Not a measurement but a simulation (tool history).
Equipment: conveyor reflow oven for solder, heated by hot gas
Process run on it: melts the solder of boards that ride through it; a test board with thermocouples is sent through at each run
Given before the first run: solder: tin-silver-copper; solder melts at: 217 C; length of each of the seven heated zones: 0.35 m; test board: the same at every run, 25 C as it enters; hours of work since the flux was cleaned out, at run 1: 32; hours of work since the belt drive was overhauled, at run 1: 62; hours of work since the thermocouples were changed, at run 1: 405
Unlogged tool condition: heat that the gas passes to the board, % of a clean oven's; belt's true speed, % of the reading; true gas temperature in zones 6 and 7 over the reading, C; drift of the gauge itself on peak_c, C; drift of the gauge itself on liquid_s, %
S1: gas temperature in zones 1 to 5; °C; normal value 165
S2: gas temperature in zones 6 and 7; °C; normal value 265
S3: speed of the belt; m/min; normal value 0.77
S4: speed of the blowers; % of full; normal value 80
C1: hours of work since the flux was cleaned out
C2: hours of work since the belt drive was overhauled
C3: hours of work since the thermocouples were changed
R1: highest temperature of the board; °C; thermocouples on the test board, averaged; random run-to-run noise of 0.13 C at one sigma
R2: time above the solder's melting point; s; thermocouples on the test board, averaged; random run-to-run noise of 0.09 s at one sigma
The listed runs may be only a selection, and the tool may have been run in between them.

| run | day | S1 | S2 | S3 | S4 | C1 | C2 | C3 | R1 | R2 |
|---|---|---|---|---|---|---|---|---|---|---|
| 1 | 0 | 165 | 265 | 0.77 | 80 | 32 | 62 | 405 | 249.7 | 37.29 |
| 2 | 1.096 | 165 | 265 | 0.77 | 80 | 50 | 80 | 424 | 249.6 | 37.38 |
| 3 | 1.908 | 165 | 265 | 0.77 | 80 | 64 | 94 | 437 | 249.7 | 37.21 |
| 4 | 2.754 | 165 | 265 | 0.77 | 80 | 78 | 108 | 451 | 249.7 | 37.39 |
| 5 | 3.838 | 165 | 265 | 0.77 | 80 | 96 | 126 | 469 | 249.4 | 37.23 |
| 6 | 4.521 | 165 | 265 | 0.77 | 80 | 107 | 137 | 481 | 249.7 | 37.34 |
| 7 | 5.033 | 165 | 265 | 0.77 | 80 | 116 | 146 | 489 | 249.5 | 37.16 |
| 8 | 5.808 | 165 | 265 | 0.77 | 80 | 129 | 159 | 502 | 249.5 | 37.27 |
| 9 | 6.833 | 165 | 265 | 0.77 | 80 | 146 | 176 | 519 | 249.6 | 37.22 |
|  | 7.492 | flux residue cleaned out of gas plates and filters |
| 10 | 7.708 | 154 | 265 | 0.77 | 80 | 4 | 187 | 530 | 248.8 | 34.5 |
| 11 | 8.333 | 154 | 265 | 0.77 | 80 | 14 | 197 | 541 | 248.6 | 34.59 |
| 12 | 9.454 | 154 | 265 | 0.77 | 80 | 33 | 216 | 559 | 248.7 | 34.62 |
| 13 | 10.221 | 154 | 265 | 0.77 | 80 | 45 | 229 | 572 | 248.8 | 34.49 |
| 14 | 11.021 | 165 | 265 | 0.77 | 80 | 59 | 242 | 585 | 250.3 | 37.92 |
| 15 | 11.758 | 165 | 265 | 0.77 | 80 | 71 | 254 | 598 | 250.3 | 37.7 |
| 16 | 12.546 | 173 | 265 | 0.741 | 80 | 84 | 267 | 611 | 252.7 | 42.98 |
| 17 | 13.367 | 168 | 265 | 0.741 | 80 | 98 | 281 | 625 | 252.1 | 41.24 |
| 18 | 14.042 | 165 | 271 | 0.678 | 80 | 109 | 292 | 636 | 259.7 | 48.77 |
| 19 | 14.779 | 168 | 275 | 0.822 | 57 | 121 | 304 | 648 | 250.4 | 34.84 |
| 20 | 15.467 | 165 | 270 | 0.63 | 68 | 133 | 316 | 660 | 258.7 | 52.03 |
| 21 | 15.988 | 165 | 265 | 0.77 | 55 | 142 | 325 | 668 | 243.8 | 32.38 |
|  | 16.825 | flux residue cleaned out of gas plates and filters |
| 22 | 17 | 165 | 258 | 0.77 | 57 | 3 | 338 | 682 | 239.3 | 29.56 |
| 23 | 17.592 | 165 | 269 | 0.83 | 57 | 13 | 348 | 691 | 245.1 | 30.82 |
| 24 | 18.629 | 165 | 269 | 0.876 | 57 | 30 | 365 | 709 | 243 | 27.28 |
| 25 | 19.262 | 175 | 254 | 0.86 | 55 | 41 | 376 | 719 | 233.6 | 23.07 |
| 26 | 20.108 | 175 | 254 | 0.86 | 55 | 55 | 390 | 733 | 233.5 | 23.06 |
| 27 | 21.279 | 175 | 254 | 0.86 | 55 | 74 | 409 | 753 | 233.5 | 23.02 |
| 28 | 21.783 | 175 | 254 | 0.86 | 55 | 83 | 418 | 761 | 233.7 | 23.12 |

Predict the results of run 29:
| 29 | 22.808 | 175 | 254 | 0.86 | 55 | 100 | 435 | 778 | ? | ? |

Run 29 gave R1 233.6 °C, R2 23.03 s.
Without the tool's hidden state the same run would have given R1 231.6 °C, R2 20.98 s.

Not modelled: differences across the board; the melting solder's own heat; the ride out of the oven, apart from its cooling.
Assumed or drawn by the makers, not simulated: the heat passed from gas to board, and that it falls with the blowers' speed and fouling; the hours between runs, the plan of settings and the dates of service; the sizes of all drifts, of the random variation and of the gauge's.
